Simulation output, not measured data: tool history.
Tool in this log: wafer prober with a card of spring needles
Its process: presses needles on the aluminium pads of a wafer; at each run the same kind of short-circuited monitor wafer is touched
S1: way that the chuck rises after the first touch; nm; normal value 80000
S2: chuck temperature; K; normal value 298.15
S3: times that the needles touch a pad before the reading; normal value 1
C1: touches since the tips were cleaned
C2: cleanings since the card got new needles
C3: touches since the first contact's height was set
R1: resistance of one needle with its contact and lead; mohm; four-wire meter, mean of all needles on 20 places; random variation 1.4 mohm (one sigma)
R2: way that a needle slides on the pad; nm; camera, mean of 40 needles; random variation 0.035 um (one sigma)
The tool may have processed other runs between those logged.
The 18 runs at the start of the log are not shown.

{"day": 6.662, "done": "tips cleaned on abrasive film"}
{"run": 19, "day": 6.821, "S1": 80000, "S2": 310.15, "S3": 3, "C1": 1715, "C2": 37, "C3": 46134, "R1": 148, "R2": 13470}
{"day": 7.017, "done": "tips cleaned on abrasive film"}
{"run": 20, "day": 7.154, "S1": 80000, "S2": 358.15, "S3": 3, "C1": 1487, "C2": 38, "C3": 49691, "R1": 150, "R2": 13440}
{"day": 7.371, "done": "tips cleaned on abrasive film"}
{"run": 21, "day": 7.575, "S1": 80000, "S2": 315.15, "S3": 1, "C1": 2220, "C2": 39, "C3": 54228, "R1": 179, "R2": 13460}
{"day": 7.729, "done": "tips cleaned on abrasive film"}
{"run": 22, "day": 7.817, "S1": 76000, "S2": 298.15, "S3": 1, "C1": 949, "C2": 40, "C3": 56790, "R1": 162, "R2": 12640}
{"day": 8.083, "done": "tips cleaned on abrasive film"}
{"run": 23, "day": 8.304, "S1": 76000, "S2": 356.15, "S3": 1, "C1": 2386, "C2": 41, "C3": 62048, "R1": 190, "R2": 12600}
{"day": 8.442, "done": "tips cleaned on abrasive film"}
{"run": 24, "day": 8.642, "S1": 76000, "S2": 356.15, "S3": 1, "C1": 2179, "C2": 42, "C3": 65699, "R1": 191, "R2": 12750}
{"day": 8.788, "done": "tips cleaned on abrasive film"}
{"run": 25, "day": 9.125, "S1": 76000, "S2": 356.15, "S3": 1, "C1": 3652, "C2": 43, "C3": 70880, "R1": 199, "R2": 12660}
{"day": 9.154, "done": "tips cleaned on abrasive film"}
{"run": 26, "day": 9.388, "S1": 76000, "S2": 356.15, "S3": 1, "C1": 2516, "C2": 44, "C3": 73668, "R1": 193, "R2": 12620}
{"day": 9.521, "done": "tips cleaned on abrasive film"}
{"day": 9.862, "done": "tips cleaned on abrasive film"}
{"run": 27, "day": 9.892, "S1": 78000, "S2": 354.15, "S3": 2, "C1": 299, "C2": 46, "C3": 79077, "R1": 148, "R2": 12870}
{"run": 28, "day": 10.171, "S1": 72000, "S2": 299.15, "S3": 2, "C1": 3334, "C2": 46, "C3": 82112, "R1": 177, "R2": 11910}
{"day": 10.217, "done": "tips cleaned on abrasive film"}
{"day": 10.579, "done": "tips cleaned on abrasive film"}
{"run": 29, "day": 10.696, "S1": 72000, "S2": 299.15, "S3": 2, "C1": 1292, "C2": 48, "C3": 87731, "R1": 158, "R2": 11890}
{"day": 10.942, "done": "tips cleaned on abrasive film"}
{"run": 30, "day": 11.217, "S1": 72000, "S2": 326.15, "S3": 2, "C1": 2996, "C2": 49, "C3": 93329, "R1": 182, "R2": 11860}
{"day": 11.312, "done": "tips cleaned on abrasive film"}
{"run": 31, "day": 11.621, "S1": 72000, "S2": 326.15, "S3": 2, "C1": 3351, "C2": 50, "C3": 97692, "R1": 179, "R2": 11820}

Here are 5 independent what-if runs from the current tool condition. What would each one return?
{"day": 11.692, "done": "tips cleaned on abrasive film"}
{"day": 12.038, "done": "tips cleaned on abrasive film"}
{"run": "A", "day": 12.117, "S1": 71000, "S2": 298.15, "S3": 1, "C1": 837, "C2": 52, "C3": 102966, "R1": "?", "R2": "?"}
{"day": 11.692, "done": "tips cleaned on abrasive film"}
{"day": 12.038, "done": "tips cleaned on abrasive film"}
{"run": "B", "day": 12.117, "S1": 72000, "S2": 326.15, "S3": 1, "C1": 837, "C2": 52, "C3": 102966, "R1": "?", "R2": "?"}
{"day": 11.692, "done": "tips cleaned on abrasive film"}
{"day": 12.038, "done": "tips cleaned on abrasive film"}
{"run": "C", "day": 12.117, "S1": 72000, "S2": 326.15, "S3": 1, "C1": 837, "C2": 52, "C3": 102966, "R1": "?", "R2": "?"}
{"day": 11.692, "done": "tips cleaned on abrasive film"}
{"day": 12.038, "done": "tips cleaned on abrasive film"}
{"run": "D", "day": 12.117, "S1": 72000, "S2": 313.15, "S3": 1, "C1": 837, "C2": 52, "C3": 102966, "R1": "?", "R2": "?"}
{"day": 11.692, "done": "tips cleaned on abrasive film"}
{"day": 12.038, "done": "tips cleaned on abrasive film"}
{"run": "E", "day": 12.117, "S1": 72000, "S2": 336.15, "S3": 2, "C1": 837, "C2": 52, "C3": 102966, "R1": "?", "R2": "?"}

run=A R1=166 R2=11560
run=B R1=169 R2=11760
run=C R1=170 R2=11730
run=D R1=168 R2=11820
run=E R1=157 R2=11830
Without the tool's unlogged condition, the same runs would have read:
run=A R1=128 R2=12110
run=B R1=133 R2=12300
run=C R1=134 R2=12280
run=D R1=131 R2=12370
run=E R1=135 R2=12380
